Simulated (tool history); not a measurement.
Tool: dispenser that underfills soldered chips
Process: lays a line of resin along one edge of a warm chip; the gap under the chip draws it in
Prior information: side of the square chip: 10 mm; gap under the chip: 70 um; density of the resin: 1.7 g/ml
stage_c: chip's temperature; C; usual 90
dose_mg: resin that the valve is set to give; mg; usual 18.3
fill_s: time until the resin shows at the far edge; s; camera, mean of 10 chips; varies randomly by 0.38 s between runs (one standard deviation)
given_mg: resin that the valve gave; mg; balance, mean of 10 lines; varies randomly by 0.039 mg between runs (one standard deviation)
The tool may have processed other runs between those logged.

run,hour,stage_c,dose_mg,fill_s,given_mg
1,0,90,18.3,30.9,17.69
# hour 8.5: new syringe of resin
2,10.2,90,18.3,27,17.53
3,19.2,90,18.3,36.7,17.52
# hour 23.2: new syringe of resin
# hour 28: dispensing valve cleaned and set on the balance
4,29.2,90,18.3,30.8,18.3
# hour 38.6: new syringe of resin
5,39.6,90,18.3,25.9,18.23
6,51.2,90,18.3,40.1,18.19
# hour 53.3: new syringe of resin
7,63.4,90,18.3,37.6,18
# hour 67.5: new syringe of resin
8,71.5,90,18.3,29.6,17.87
9,79.3,93,18.3,34.2,17.82
# hour 81.9: new syringe of resin
10,84.5,93,18.3,24.9,17.74
11,94.5,93,18.3,35.2,17.65
# hour 96.1: new syringe of resin
12,100,93,18.3,26.2,17.65
13,105.3,90,18.3,35.8,17.61
# hour 110.4: new syringe of resin
14,110.5,90,18.3,25.6,17.52
15,119,90,20.5,34.6,19.57
# hour 124.8: dispensing valve cleaned and set on the balance
# hour 125.9: new syringe of resin
16,126.7,90,18.3,25.9,18.32
17,137.2,90,18.3,38,18.17
# hour 140.3: new syringe of resin
18,144,90,18.3,29.9,18.11
19,151.3,91,17.4,37.6,17.15
# hour 154.3: new syringe of resin
20,162.4,91,17.4,32.8,17.12
# hour 168.8: new syringe of resin
21,170.4,86,15.8,34,15.46
22,181.4,86,15.8,51.7,15.32
# hour 183.2: new syringe of resin
23,191,86,15.8,43.3,15.24
# hour 197.7: new syringe of resin
24,199.6,86,15.8,35.4,15.27
25,205.8,82,18.6,51.8,17.84
26,211.3,82,18.6,63.3,17.81
# hour 212.4: new syringe of resin
# hour 221.4: dispensing valve cleaned and set on the balance
27,223,97,15.7,28.2,15.67
# hour 228: new syringe of resin
28,233.4,76,17,66.4,16.91
# hour 242.1: new syringe of resin
29,244.8,93,18.3,25.9,18.11
30,253.3,78,20.1,71,19.72
# hour 256.1: new syringe of resin
31,263.1,100,22.7,21.2,22.27

Run 32 has not been measured yet. What should we expect?
# hour 270.2: new syringe of resin
32,271.4,96,15.6,?,?

For run 32 the tool returned fill_s 22.5 s, given_mg 15.28 mg.
Take away the tool's hidden state, keep the run-to-run variation as it was, and the same run would have given fill_s 18.2 s, given_mg 15.66 mg.
